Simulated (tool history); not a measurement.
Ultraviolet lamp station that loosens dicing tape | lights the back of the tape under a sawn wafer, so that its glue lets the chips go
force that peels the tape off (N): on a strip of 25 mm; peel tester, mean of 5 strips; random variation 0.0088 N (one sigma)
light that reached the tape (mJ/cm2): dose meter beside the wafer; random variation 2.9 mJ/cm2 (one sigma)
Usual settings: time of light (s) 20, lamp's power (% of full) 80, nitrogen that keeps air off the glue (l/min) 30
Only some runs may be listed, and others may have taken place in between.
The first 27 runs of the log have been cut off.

run   hour  time of light (s)  lamp's power (% of full)  nitrogen that keeps air off the glue (l/min)  hours of work of the lamp  hours of work since the window was cleaned  force that peels the tape off (N)  light that reached the tape (mJ/cm2)
 28  413.3                 24                        65                                            44                         62                                          17                              0.324                                   414
 29  424.2                 24                        65                                            10                         70                                          26                              0.647                                   415
 30  442.2                 13                        68                                            28                         85                                          40                              0.975                                   235
 31  458.5                 13                        68                                            50                         98                                          53                              0.763                                   234
 32  478.3                 13                        68                                            50                        113                                          69                              0.792                                   230
 33  497.2                 13                        68                                            50                        128                                          84                               0.81                                   231
 34  514.6                 20                        80                                            12                        142                                          97                              0.524                                   419
 35  526.1                 25                        68                                            12                        151                                         107                              0.499                                   448
 36  538.6                 35                        77                                            30                        161                                         116                              0.175                                   711
 37  560.2                 32                        79                                            12                        178                                         133                              0.272                                   669
 38  581.5                 32                        79                                            12                        195                                         150                              0.257                                   672

Alternative continuations, all from the tool just after run 38; predict every row:
  A  591.8                 11                        82                                            23                        203                                         159                                  ?                                     ?
  B  591.8                 32                        79                                            15                        203                                         159                                  ?                                     ?
  C  591.8                 32                        79                                            30                        203                                         159                                  ?                                     ?

run  force that peels the tape off (N)  light that reached the tape (mJ/cm2)
  A                              0.958                                   239
  B                              0.245                                   663
  C                              0.184                                   672
Without the tool's unlogged condition, the same runs would have read:
run  force that peels the tape off (N)  light that reached the tape (mJ/cm2)
  A                              0.956                                   239
  B                              0.245                                   664
  C                              0.184                                   672
